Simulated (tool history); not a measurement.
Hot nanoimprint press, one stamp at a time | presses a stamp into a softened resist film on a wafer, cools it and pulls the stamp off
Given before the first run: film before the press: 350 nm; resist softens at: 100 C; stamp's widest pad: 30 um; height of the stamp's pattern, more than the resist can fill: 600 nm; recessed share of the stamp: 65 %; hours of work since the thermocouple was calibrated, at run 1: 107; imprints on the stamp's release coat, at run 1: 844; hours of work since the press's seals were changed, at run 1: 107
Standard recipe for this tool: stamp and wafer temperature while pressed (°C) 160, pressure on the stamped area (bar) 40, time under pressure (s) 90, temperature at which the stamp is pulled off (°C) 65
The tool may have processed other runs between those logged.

| run | hour | stamp and wafer temperature while pressed (°C) | pressure on the stamped area (bar) | time under pressure (s) | temperature at which the stamp is pulled off (°C) | hours of work since the thermocouple was calibrated | imprints on the stamp's release coat | hours of work since the press's seals were changed | resist left under the stamp's widest pad (angstrom) | greatest force while the stamp is pulled off (N) |
|---|---|---|---|---|---|---|---|---|---|---|
| 1 | 0 | 160 | 40 | 90 | 65 | 107 | 844 | 107 | 1569 | 231 |
| 2 | 44.5 | 160 | 40 | 90 | 65 | 127 | 994 | 127 | 1568 | 238 |
| 3 | 74.8 | 160 | 45.8 | 90 | 65 | 140 | 1097 | 140 | 1480 | 238 |
| 4 | 143.8 | 160 | 40 | 90 | 65 | 170 | 1330 | 170 | 1565 | 241 |
| 5 | 216.3 | 160 | 40 | 90 | 65 | 201 | 1576 | 201 | 1562 | 247 |
| 6 | 263.9 | 160 | 40 | 90 | 65 | 221 | 1737 | 221 | 1557 | 256 |
| 7 | 317.4 | 160 | 40 | 90 | 65 | 244 | 1918 | 244 | 1553 | 256 |
|  | 340.4 | stamp cleaned and given a new release coat |
| 8 | 395.3 | 160 | 40 | 90 | 65 | 275 | 185 | 275 | 1554 | 215 |
| 9 | 430.4 | 160 | 40 | 90 | 65 | 291 | 304 | 291 | 1542 | 222 |
| 10 | 471 | 160 | 40 | 90 | 65 | 308 | 442 | 308 | 1543 | 225 |
| 11 | 510.4 | 160 | 46.4 | 90 | 65 | 325 | 575 | 325 | 1434 | 227 |
| 12 | 582.6 | 160 | 40 | 90 | 65 | 356 | 819 | 356 | 1531 | 228 |
| 13 | 644.2 | 160 | 40 | 90 | 65 | 383 | 1028 | 383 | 1527 | 236 |
| 14 | 689.9 | 160 | 40 | 90 | 65 | 402 | 1183 | 402 | 1533 | 237 |
| 15 | 732.3 | 160 | 40 | 90 | 65 | 421 | 1326 | 421 | 1519 | 238 |
| 16 | 763.8 | 160 | 40 | 53 | 65 | 434 | 1433 | 434 | 1844 | 245 |
| 17 | 820.4 | 160 | 41.3 | 90 | 65 | 459 | 1625 | 459 | 1499 | 245 |
| 18 | 877.6 | 160 | 41.3 | 61 | 65 | 483 | 1818 | 483 | 1731 | 256 |
|  | 927.2 | stamp cleaned and given a new release coat |
|  | 936.5 | plate thermocouple calibrated |
| 19 | 960 | 172 | 59.7 | 61 | 70 | 10 | 100 | 515 | 1049 | 208 |
| 20 | 1017 | 172 | 59.7 | 61 | 70 | 35 | 293 | 540 | 1046 | 214 |
| 21 | 1080.6 | 172 | 59.7 | 61 | 70 | 62 | 509 | 567 | 1044 | 216 |
| 22 | 1125.7 | 172 | 59.7 | 61 | 70 | 82 | 662 | 587 | 1046 | 222 |
| 23 | 1186.8 | 172 | 59.7 | 61 | 70 | 108 | 868 | 613 | 1046 | 226 |
| 24 | 1226.9 | 152 | 40.9 | 147 | 65 | 125 | 1004 | 630 | 1722 | 234 |
| 25 | 1266.5 | 155 | 43.4 | 85 | 54 | 142 | 1138 | 647 | 1852 | 258 |
| 26 | 1297.8 | 160 | 34.4 | 108 | 50 | 156 | 1244 | 661 | 1573 | 260 |
| 27 | 1327.4 | 160 | 34.4 | 65 | 63 | 169 | 1344 | 674 | 1887 | 246 |
| 28 | 1359.5 | 160 | 43.2 | 65 | 66 | 182 | 1453 | 687 | 1719 | 248 |
| 29 | 1391.9 | 159 | 40 | 90 | 72 | 196 | 1563 | 701 | 1620 | 239 |
| 30 | 1443.9 | 159 | 59.8 | 90 | 59 | 219 | 1738 | 724 | 1375 | 265 |
| 31 | 1485.2 | 159 | 59.8 | 90 | 59 | 237 | 1879 | 742 | 1366 | 262 |

For some of the steps in resist left under the stamp's widest pad (angstrom) from one run to the next: how much would appear even if the tool had no hidden state, given the settings, what came in and random variation, and how much remains for the hidden state plus any gauge scatter that the measured result and the result without hidden state don't share?
The tool's hidden condition here consists of: true temperature over the reading, C; pressure that arrives at the usual setting, %; grip of the stamp's worn release coat, % over a new coat's; drift of the gauge itself on residual_nm, %; drift of the gauge itself on pull_off_n, %.
Run 16 -> 17: pressure on the stamped area (bar) 40 -> 41.3, time under pressure (s) 53 -> 90. resist left under the stamp's widest pad (angstrom) -345: hidden state +3, all else -348.
Run 18 -> 19: stamp and wafer temperature while pressed (°C) 160 -> 172, pressure on the stamped area (bar) 41.3 -> 59.7, temperature at which the stamp is pulled off (°C) 65 -> 70, stamp cleaned and given a new release coat, plate thermocouple calibrated. resist left under the stamp's widest pad (angstrom) -682: hidden state +98, all else -780.
Run 23 -> 24: stamp and wafer temperature while pressed (°C) 172 -> 152, pressure on the stamped area (bar) 59.7 -> 40.9, time under pressure (s) 61 -> 147, temperature at which the stamp is pulled off (°C) 70 -> 65. resist left under the stamp's widest pad (angstrom) +676: hidden state -28, all else +704.
Run 29 -> 30: pressure on the stamped area (bar) 40 -> 59.8, temperature at which the stamp is pulled off (°C) 72 -> 59. resist left under the stamp's widest pad (angstrom) -245: hidden state +18, all else -263.
